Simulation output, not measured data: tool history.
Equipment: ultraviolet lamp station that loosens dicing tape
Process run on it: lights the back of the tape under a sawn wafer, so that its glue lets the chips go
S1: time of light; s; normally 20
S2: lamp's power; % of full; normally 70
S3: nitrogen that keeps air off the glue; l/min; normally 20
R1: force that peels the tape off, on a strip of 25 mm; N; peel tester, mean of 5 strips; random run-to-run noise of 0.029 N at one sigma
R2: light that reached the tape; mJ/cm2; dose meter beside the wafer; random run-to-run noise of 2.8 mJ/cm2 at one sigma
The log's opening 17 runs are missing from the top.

run 18 day=9.758 | S1=20 S2=70 S3=20 | R1=1.912 R2=322
run 19 day=10.329 | S1=20 S2=73 S3=20 | R1=1.814 R2=333
run 20 day=11.154 | S1=19 S2=78 S3=20 | R1=1.771 R2=339
run 21 day=11.662 | S1=19 S2=78 S3=20 | R1=1.762 R2=334
run 22 day=12.383 | S1=27 S2=70 S3=20 | R1=1.218 R2=434
run 23 day=12.762 | S1=27 S2=70 S3=20 | R1=1.179 R2=429
run 24 day=13.529 | S1=27 S2=70 S3=20 | R1=1.213 R2=431
run 25 day=13.879 | S1=12 S2=82 S3=29 | R1=2.693 R2=224
run 26 day=14.679 | S1=20 S2=72 S3=12 | R1=2.416 R2=323
run 27 day=15.258 | S1=20 S2=72 S3=12 | R1=2.441 R2=328
run 28 day=15.796 | S1=26 S2=74 S3=20 | R1=1.165 R2=434
run 29 day=16.442 | S1=10 S2=93 S3=28 | R1=2.928 R2=210
run 30 day=17.262 | S1=10 S2=93 S3=28 | R1=3.108 R2=209
run 31 day=18.108 | S1=10 S2=93 S3=28 | R1=3.011 R2=206
run 32 day=18.675 | S1=24 S2=97 S3=15 | R1=1.014 R2=516
-- day=18.75 window cleaned of glue's vapour
run 33 day=19.154 | S1=24 S2=97 S3=15 | R1=0.857 R2=569
run 34 day=20.008 | S1=24 S2=97 S3=15 | R1=0.845 R2=568
run 35 day=20.788 | S1=24 S2=97 S3=15 | R1=0.864 R2=565
run 36 day=21.229 | S1=32 S2=97 S3=12 | R1=0.573 R2=751
run 37 day=21.762 | S1=32 S2=75 S3=38 | R1=0.5 R2=577
run 38 day=22.279 | S1=12 S2=79 S3=9 | R1=4.011 R2=226

What if the next run were any one of these 4? Each begins from the tool's condition after run 38:
run A day=23.142 | S1=23 S2=70 S3=13 | R1=? R2=?
run B day=23.142 | S1=20 S2=70 S3=35 | R1=? R2=?
run C day=23.142 | S1=39 S2=70 S3=20 | R1=? R2=?
run D day=23.142 | S1=18 S2=79 S3=9 | R1=? R2=?

run=A R1=1.859 R2=391
run=B R1=1.492 R2=335
run=C R1=0.555 R2=656
run=D R1=2.582 R2=341
Take away the tool's hidden state, keep each run's random variation, and the runs would have read:
run=A R1=1.438 R2=458
run=B R1=1.125 R2=393
run=C R1=0.417 R2=768
run=D R1=2.093 R2=400
